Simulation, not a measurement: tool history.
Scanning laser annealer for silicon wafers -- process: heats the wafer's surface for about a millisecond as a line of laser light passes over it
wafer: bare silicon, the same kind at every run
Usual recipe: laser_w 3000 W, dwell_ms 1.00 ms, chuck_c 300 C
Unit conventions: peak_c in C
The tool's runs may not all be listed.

| run | day | laser_w | dwell_ms | chuck_c | peak_c |
|---|---|---|---|---|---|
| 1 | 0.000 | 3000 | 1.00 | 300 | 1069 |
| 2 | 1.400 | 3000 | 1.00 | 300 | 1074 |
| 3 | 2.429 | 3000 | 1.00 | 300 | 1072 |
| 4 | 3.438 | 3000 | 1.00 | 325 | 1096 |
| 5 | 4.071 | 3000 | 1.00 | 300 | 1069 |
| 6 | 4.858 | 3023 | 1.00 | 300 | 1077 |
| 7 | 5.762 | 3023 | 1.00 | 300 | 1080 |
| 8 | 7.162 | 3023 | 1.00 | 300 | 1073 |
| 9 | 8.567 | 3023 | 1.00 | 300 | 1078 |
| 10 | 9.558 | 3023 | 1.00 | 300 | 1073 |
| 11 | 10.650 | 3023 | 1.00 | 300 | 1073 |
| 12 | 11.829 | 3023 | 1.00 | 300 | 1073 |
|  | 12.800 | window over the wafer cleaned |
| 13 | 13.250 | 2965 | 1.00 | 300 | 1085 |
| 14 | 14.375 | 3000 | 1.00 | 300 | 1093 |
| 15 | 15.612 | 3000 | 1.00 | 300 | 1095 |
| 16 | 16.800 | 3000 | 1.00 | 300 | 1094 |
| 17 | 17.608 | 3000 | 1.00 | 300 | 1092 |
| 18 | 18.204 | 2951 | 1.00 | 300 | 1078 |
| 19 | 19.192 | 2951 | 1.00 | 300 | 1073 |
| 20 | 20.062 | 2729 | 1.00 | 300 | 1008 |
| 21 | 20.746 | 3000 | 1.00 | 314 | 1106 |
| 22 | 21.962 | 3000 | 1.00 | 314 | 1101 |
| 23 | 22.571 | 3000 | 1.00 | 312 | 1101 |
| 24 | 23.354 | 3000 | 1.00 | 312 | 1099 |
| 25 | 24.000 | 3000 | 0.72 | 312 | 996 |
| 26 | 25.338 | 3105 | 0.75 | 306 | 1026 |
| 27 | 26.617 | 3089 | 0.89 | 326 | 1099 |
| 28 | 27.638 | 2896 | 0.97 | 318 | 1061 |
|  | 28.800 | optics aligned, line set to its width |
| 29 | 29.150 | 2896 | 0.97 | 318 | 1086 |
| 30 | 29.929 | 3000 | 0.95 | 332 | 1122 |
| 31 | 30.746 | 3280 | 1.00 | 315 | 1211 |
| 32 | 32.129 | 3000 | 1.00 | 308 | 1115 |
| 33 | 32.962 | 3000 | 1.00 | 308 | 1112 |
| 34 | 33.554 | 3000 | 1.00 | 308 | 1116 |
| 35 | 34.129 | 3000 | 0.92 | 300 | 1079 |
| 36 | 35.471 | 3264 | 0.92 | 326 | 1178 |
| 37 | 36.642 | 3000 | 0.78 | 311 | 1034 |
| 38 | 37.721 | 3295 | 0.78 | 317 | 1121 |
| 39 | 38.667 | 2636 | 1.18 | 300 | 1047 |
| 40 | 40.017 | 2636 | 1.18 | 300 | 1043 |

Each row is a separate what-if for the run after 40, all from the same tool condition, not one after another. Results?
| A | 40.988 | 3053 | 1.18 | 300 | ? |
| B | 40.988 | 2801 | 1.18 | 300 | ? |
| C | 40.988 | 3279 | 1.18 | 300 | ? |
| D | 40.988 | 3270 | 0.77 | 323 | ? |
| E | 40.988 | 3206 | 1.00 | 279 | ? |

| run | peak_c |
|---|---|
| A | 1173 |
| B | 1095 |
| C | 1254 |
| D | 1107 |
| E | 1144 |
With the hidden condition removed and each run's random variation left untouched, the same runs would have given:
| run | peak_c |
|---|---|
| A | 1189 |
| B | 1110 |
| C | 1271 |
| D | 1122 |
| E | 1160 |
